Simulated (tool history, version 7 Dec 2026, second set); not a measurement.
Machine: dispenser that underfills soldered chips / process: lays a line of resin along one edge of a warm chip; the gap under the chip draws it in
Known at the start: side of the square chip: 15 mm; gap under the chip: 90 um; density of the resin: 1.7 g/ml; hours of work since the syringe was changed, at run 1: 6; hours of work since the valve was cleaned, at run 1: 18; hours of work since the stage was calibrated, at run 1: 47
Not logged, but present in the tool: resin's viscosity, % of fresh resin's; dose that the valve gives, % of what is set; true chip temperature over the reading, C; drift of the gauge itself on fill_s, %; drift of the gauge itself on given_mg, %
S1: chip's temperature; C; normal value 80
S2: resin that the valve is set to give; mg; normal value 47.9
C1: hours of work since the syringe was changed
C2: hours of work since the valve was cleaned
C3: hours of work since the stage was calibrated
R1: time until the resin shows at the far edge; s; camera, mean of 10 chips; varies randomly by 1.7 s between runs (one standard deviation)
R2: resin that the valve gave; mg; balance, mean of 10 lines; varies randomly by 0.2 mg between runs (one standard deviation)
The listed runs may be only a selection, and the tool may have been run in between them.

run  hour  S1    S2  C1  C2   C3     R1     R2
  1   0.0  80  47.9   6  18   47  240.7  47.42
      2.2  -- new syringe of resin
  2   7.3  80  47.9   3  23   52  202.5  47.17
     13.5  -- new syringe of resin
  3  15.5  80  47.9   1  28   57  180.7  46.75
  4  22.1  69  47.9   6  32   61  365.2  46.96
     24.7  -- new syringe of resin
  5  29.0  69  47.9   3  37   66  295.6  47.10
     35.9  -- new syringe of resin
  6  37.4  87  47.9   1  42   71  134.1  46.78
  7  43.8  87  47.9   5  46   75  177.8  46.69
     47.4  -- new syringe of resin
  8  50.0  87  47.9   2  50   79  145.1  46.24
  9  55.7  87  47.9   5  54   83  179.7  46.47
     59.0  -- new syringe of resin
 10  62.8  87  47.9   2  58   87  150.4  46.45
     70.2  -- new syringe of resin
 11  71.5  87  47.9   1  64   93  136.2  46.55
 12  77.6  69  48.1   5  68   97  345.3  46.11
     81.5  -- new syringe of resin
 13  86.8  82  49.6   4  74  103  188.3  47.98

Run 14 is up next; what results do you expect?
     91.2  -- dispensing valve cleaned and set on the balance
 14  91.5  82  49.6   6   0  105   ?   ?

R1: 218.3 s
R2: 49.59 mg
If the tool had no hidden condition, the same run with the same run-to-run variation would have returned R1 153.9 s, R2 49.57 mg.
